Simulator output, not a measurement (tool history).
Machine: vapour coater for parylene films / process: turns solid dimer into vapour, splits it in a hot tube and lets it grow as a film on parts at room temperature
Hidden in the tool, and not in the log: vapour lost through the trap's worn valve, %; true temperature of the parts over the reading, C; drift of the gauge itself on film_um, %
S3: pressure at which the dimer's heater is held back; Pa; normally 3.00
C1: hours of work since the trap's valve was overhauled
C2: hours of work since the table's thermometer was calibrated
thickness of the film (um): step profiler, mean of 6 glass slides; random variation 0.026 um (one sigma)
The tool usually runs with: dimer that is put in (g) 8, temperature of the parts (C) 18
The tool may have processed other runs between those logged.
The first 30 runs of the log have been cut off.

run 31 day=34.317 | dimer_that_is_put_in_(g)=7 temperature_of_the_parts_(C)=17 S3=5.30 | C1=150 C2=920 | thickness_of_the_film_(um)=3.63
run 32 day=35.333 | dimer_that_is_put_in_(g)=10 temperature_of_the_parts_(C)=10 S3=4.14 | C1=168 C2=938 | thickness_of_the_film_(um)=7.16
run 33 day=36.204 | dimer_that_is_put_in_(g)=3 temperature_of_the_parts_(C)=16 S3=2.64 | C1=183 C2=953 | thickness_of_the_film_(um)=1.78
run 34 day=36.954 | dimer_that_is_put_in_(g)=13 temperature_of_the_parts_(C)=26 S3=5.11 | C1=197 C2=967 | thickness_of_the_film_(um)=4.80
run 35 day=38.254 | dimer_that_is_put_in_(g)=13 temperature_of_the_parts_(C)=26 S3=5.11 | C1=220 C2=990 | thickness_of_the_film_(um)=4.84
run 36 day=38.983 | dimer_that_is_put_in_(g)=4 temperature_of_the_parts_(C)=11 S3=2.07 | C1=233 C2=1002 | thickness_of_the_film_(um)=2.96
run 37 day=40.100 | dimer_that_is_put_in_(g)=4 temperature_of_the_parts_(C)=18 S3=3.00 | C1=252 C2=1022 | thickness_of_the_film_(um)=2.18
-- day=40.354 trap's valve overhauled
run 38 day=41.150 | dimer_that_is_put_in_(g)=8 temperature_of_the_parts_(C)=14 S3=3.00 | C1=14 C2=1038 | thickness_of_the_film_(um)=5.10
run 39 day=42.542 | dimer_that_is_put_in_(g)=8 temperature_of_the_parts_(C)=18 S3=3.00 | C1=39 C2=1062 | thickness_of_the_film_(um)=4.31
run 40 day=43.850 | dimer_that_is_put_in_(g)=5 temperature_of_the_parts_(C)=18 S3=3.00 | C1=62 C2=1085 | thickness_of_the_film_(um)=2.71
run 41 day=44.967 | dimer_that_is_put_in_(g)=8 temperature_of_the_parts_(C)=16 S3=3.96 | C1=81 C2=1105 | thickness_of_the_film_(um)=4.57
run 42 day=45.912 | dimer_that_is_put_in_(g)=14 temperature_of_the_parts_(C)=17 S3=8.22 | C1=98 C2=1122 | thickness_of_the_film_(um)=6.91
run 43 day=47.017 | dimer_that_is_put_in_(g)=3 temperature_of_the_parts_(C)=21 S3=2.76 | C1=118 C2=1141 | thickness_of_the_film_(um)=1.45
run 44 day=48.154 | dimer_that_is_put_in_(g)=3 temperature_of_the_parts_(C)=18 S3=6.20 | C1=138 C2=1162 | thickness_of_the_film_(um)=1.48

Consider 3 possible next runs. They are alternatives, not a sequence: every one starts from the tool as it was left by run 44. What does each give?
run A day=48.933 | dimer_that_is_put_in_(g)=7 temperature_of_the_parts_(C)=15 S3=8.61 | C1=152 C2=1175 | thickness_of_the_film_(um)=?
run B day=48.933 | dimer_that_is_put_in_(g)=5 temperature_of_the_parts_(C)=18 S3=2.63 | C1=152 C2=1175 | thickness_of_the_film_(um)=?
run C day=48.933 | dimer_that_is_put_in_(g)=8 temperature_of_the_parts_(C)=17 S3=3.44 | C1=152 C2=1175 | thickness_of_the_film_(um)=?

run=A thickness_of_the_film_(um)=3.70
run=B thickness_of_the_film_(um)=2.79
run=C thickness_of_the_film_(um)=4.41
Without the tool's unlogged condition, the same runs would have read:
run=A thickness_of_the_film_(um)=3.70
run=B thickness_of_the_film_(um)=2.79
run=C thickness_of_the_film_(um)=4.41
